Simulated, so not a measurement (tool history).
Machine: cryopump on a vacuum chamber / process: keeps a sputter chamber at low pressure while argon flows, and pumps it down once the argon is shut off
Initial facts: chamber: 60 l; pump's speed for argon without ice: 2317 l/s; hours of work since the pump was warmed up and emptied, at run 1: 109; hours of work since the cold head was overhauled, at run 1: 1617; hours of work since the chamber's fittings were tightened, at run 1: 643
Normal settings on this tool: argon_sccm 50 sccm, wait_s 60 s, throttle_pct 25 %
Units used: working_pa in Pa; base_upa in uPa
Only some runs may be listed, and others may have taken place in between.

run    hour  argon_sccm  wait_s  throttle_pct  hours of work since the pump was warmed up and emptied  hours of work since the cold head was overhauled  hours of work since the chamber's fittings were tightened  working_pa  base_upa
  1     0.0          50      60            25                                                     109                                              1617                                                        643      0.1507      1.18
  2    92.4          50      60            25                                                     152                                              1661                                                        687      0.1528      1.30
  3   148.0          50      60            25                                                     178                                              1687                                                        713      0.1537      1.29
  4   198.1          50      60            25                                                     202                                              1711                                                        736      0.1551      1.38
  5   264.8          50      60            25                                                     233                                              1742                                                        768      0.1555      1.45
  6   340.2          50      60            25                                                     269                                              1778                                                        803      0.1591      1.53
  7   396.5          50      60            25                                                     295                                              1804                                                        830      0.1595      1.62
  8   474.7          50      38            25                                                     332                                              1841                                                        867      0.1600      1.83
  9   513.3          50      38            25                                                     350                                              1859                                                        885      0.1615      1.94
      545.9  -- pump warmed up, emptied and cooled again
 10   590.8          50      38            25                                                      21                                              1893                                                        919      0.1470      1.55
 11   683.5          50      38            25                                                      65                                              1937                                                        962      0.1488      1.64
 12   738.7          50      38            25                                                      91                                              1963                                                        988      0.1509      1.69
 13   816.6          50      38            25                                                     127                                              1999                                                       1025      0.1502      1.81
 14   901.1          50      38            25                                                     167                                              2039                                                       1065      0.1521      1.93
 15   969.4          41     279            25                                                     199                                              2071                                                       1097      0.1269      1.64
 16  1011.7          50      28            32                                                     219                                              2091                                                       1117      0.1222      2.23
 17  1098.4          32      55            25                                                     260                                              2132                                                       1158      0.0996      1.98
 18  1154.0          44     115            47                                                     286                                              2158                                                       1184      0.0785      1.90
 19  1195.8          26     115            47                                                     306                                              2178                                                       1204      0.0472      1.97
     1211.8  -- leaking fittings of the chamber tightened, without venting
 20  1272.6          34      33            50                                                     341                                              2213                                                         29      0.0589      0.81
     1329.1  -- pump warmed up, emptied and cooled again
 21  1334.4          22      37            37                                                       3                                              2240                                                         55      0.0440      0.67
 22  1427.3          90      84            19                                                      46                                              2284                                                         99      0.3474      0.50
 23  1474.9          90     165            18                                                      69                                              2306                                                        121      0.3704      0.43
 24  1535.3          88     169            25                                                      97                                              2334                                                        150      0.2624      0.45
 25  1575.6          54     297            46                                                     116                                              2353                                                        169      0.0902      0.46
 26  1648.8          48      60            25                                                     150                                              2388                                                        203      0.1457      0.71
 27  1724.6          28      48            47                                                     186                                              2423                                                        239      0.0471      0.86

Results for each run, recomputed without the tool's hidden state and with each run's random variation untouched:
What the log doesn't record here: pump's speed, % of a pump's without ice; cold plate's temperature, K; leak into the chamber, uPa l/s; drift of the gauge itself on working_pa, %; drift of the gauge itself on base_upa, %.
run  working_pa  base_upa
  1      0.1458      0.41
  2      0.1461      0.44
  3      0.1458      0.38
  4      0.1462      0.41
  5      0.1452      0.42
  6      0.1471      0.40
  7      0.1463      0.43
  8      0.1448      0.56
  9      0.1453      0.58
 10      0.1458      0.59
 11      0.1461      0.59
 12      0.1472      0.58
 13      0.1450      0.59
 14      0.1454      0.58
 15      0.1204      0.22
 16      0.1134      0.78
 17      0.0930      0.43
 18      0.0682      0.25
 19      0.0406      0.29
 20      0.0491      0.67
 21      0.0437      0.57
 22      0.3439      0.35
 23      0.3655      0.24
 24      0.2561      0.23
 25      0.0856      0.21
 26      0.1403      0.41
 27      0.0431      0.49

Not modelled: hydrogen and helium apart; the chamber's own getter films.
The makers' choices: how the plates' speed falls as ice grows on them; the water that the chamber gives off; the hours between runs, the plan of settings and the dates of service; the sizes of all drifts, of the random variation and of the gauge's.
